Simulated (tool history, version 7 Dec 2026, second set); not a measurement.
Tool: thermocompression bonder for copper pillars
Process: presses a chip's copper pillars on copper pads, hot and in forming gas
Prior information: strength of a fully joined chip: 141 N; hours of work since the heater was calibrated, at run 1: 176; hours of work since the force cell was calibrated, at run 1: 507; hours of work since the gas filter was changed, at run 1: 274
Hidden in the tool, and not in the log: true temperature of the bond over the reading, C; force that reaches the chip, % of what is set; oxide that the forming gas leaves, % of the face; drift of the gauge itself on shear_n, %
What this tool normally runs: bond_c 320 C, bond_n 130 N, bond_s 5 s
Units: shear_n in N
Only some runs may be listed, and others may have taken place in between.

| run | hour | bond_c | bond_n | bond_s | hours of work since the heater was calibrated | hours of work since the force cell was calibrated | hours of work since the gas filter was changed | shear_n |
|---|---|---|---|---|---|---|---|---|
| 1 | 0.0 | 320 | 130 | 5 | 176 | 507 | 274 | 47.9 |
| 2 | 6.4 | 320 | 130 | 5 | 181 | 511 | 279 | 49.0 |
| 3 | 10.6 | 320 | 90 | 5 | 184 | 514 | 282 | 30.6 |
| 4 | 15.5 | 320 | 90 | 5 | 187 | 517 | 285 | 32.3 |
| 5 | 22.7 | 320 | 125 | 5 | 192 | 522 | 290 | 47.1 |
| 6 | 31.4 | 320 | 130 | 5 | 198 | 528 | 296 | 47.6 |
| 7 | 37.9 | 320 | 130 | 5 | 203 | 533 | 300 | 47.5 |
| 8 | 47.1 | 320 | 130 | 5 | 209 | 539 | 307 | 47.4 |
| 9 | 52.6 | 305 | 130 | 5 | 213 | 543 | 311 | 40.2 |
| 10 | 60.5 | 320 | 192 | 5 | 218 | 548 | 316 | 69.6 |
| 11 | 66.4 | 320 | 130 | 7 | 222 | 552 | 320 | 53.6 |
| 12 | 74.5 | 320 | 130 | 7 | 228 | 558 | 326 | 52.9 |
| 13 | 82.2 | 320 | 130 | 5 | 233 | 563 | 331 | 45.7 |
| 14 | 89.7 | 321 | 130 | 5 | 238 | 569 | 336 | 47.2 |
| 15 | 95.6 | 321 | 130 | 5 | 242 | 573 | 340 | 46.0 |
| 16 | 102.1 | 320 | 130 | 12 | 247 | 577 | 345 | 65.2 |
| 17 | 112.4 | 320 | 130 | 12 | 254 | 584 | 352 | 64.8 |
| 18 | 122.8 | 320 | 130 | 12 | 261 | 591 | 359 | 64.4 |
| 19 | 127.8 | 320 | 173 | 5 | 264 | 595 | 362 | 62.7 |
| 20 | 135.8 | 320 | 173 | 5 | 270 | 600 | 368 | 61.7 |
| 21 | 141.4 | 345 | 124 | 5 | 274 | 604 | 372 | 54.9 |
| 22 | 146.5 | 323 | 153 | 6 | 277 | 608 | 375 | 59.7 |
| 23 | 153.4 | 323 | 153 | 6 | 282 | 612 | 380 | 60.4 |
| 24 | 163.1 | 310 | 92 | 15 | 289 | 619 | 387 | 45.8 |
| 25 | 167.4 | 310 | 92 | 15 | 292 | 622 | 390 | 45.1 |
| 26 | 175.2 | 315 | 179 | 3 | 297 | 627 | 395 | 50.8 |
| 27 | 182.3 | 315 | 179 | 3 | 302 | 632 | 400 | 50.6 |
| 28 | 190.3 | 339 | 97 | 6 | 308 | 638 | 405 | 42.6 |
|  | 195.7 | forming gas filter changed |
| 29 | 198.1 | 339 | 97 | 6 | 313 | 643 | 2 | 46.3 |
| 30 | 205.4 | 313 | 128 | 6 | 318 | 648 | 7 | 48.7 |
| 31 | 210.1 | 313 | 128 | 6 | 321 | 651 | 10 | 50.3 |
| 32 | 215.0 | 296 | 114 | 6 | 324 | 655 | 13 | 36.4 |
| 33 | 222.7 | 296 | 114 | 6 | 330 | 660 | 19 | 36.4 |
| 34 | 233.2 | 297 | 130 | 3 | 337 | 667 | 26 | 32.4 |
| 35 | 241.8 | 297 | 160 | 5 | 343 | 673 | 32 | 50.4 |
| 36 | 249.9 | 319 | 160 | 5 | 348 | 679 | 37 | 59.3 |
| 37 | 259.8 | 309 | 148 | 3 | 355 | 685 | 44 | 42.2 |
| 38 | 269.8 | 313 | 85 | 3 | 362 | 692 | 51 | 22.2 |
| 39 | 278.9 | 313 | 103 | 12 | 368 | 699 | 57 | 50.9 |
| 40 | 285.9 | 298 | 169 | 5 | 373 | 703 | 62 | 53.4 |

Forecast each of these 4 alternatives for the next run:
| A | 290.4 | 314 | 93 | 3 | 376 | 707 | 65 | ? |
| B | 290.4 | 348 | 140 | 8 | 376 | 707 | 65 | ? |
| C | 290.4 | 320 | 124 | 12 | 376 | 707 | 65 | ? |
| D | 290.4 | 298 | 91 | 3 | 376 | 707 | 65 | ? |

| run | shear_n |
|---|---|
| A | 25.8 |
| B | 77.6 |
| C | 65.2 |
| D | 20.2 |
What these runs would have given with no unlogged condition in the tool:
| run | shear_n |
|---|---|
| A | 28.4 |
| B | 83.2 |
| C | 70.4 |
| D | 22.3 |
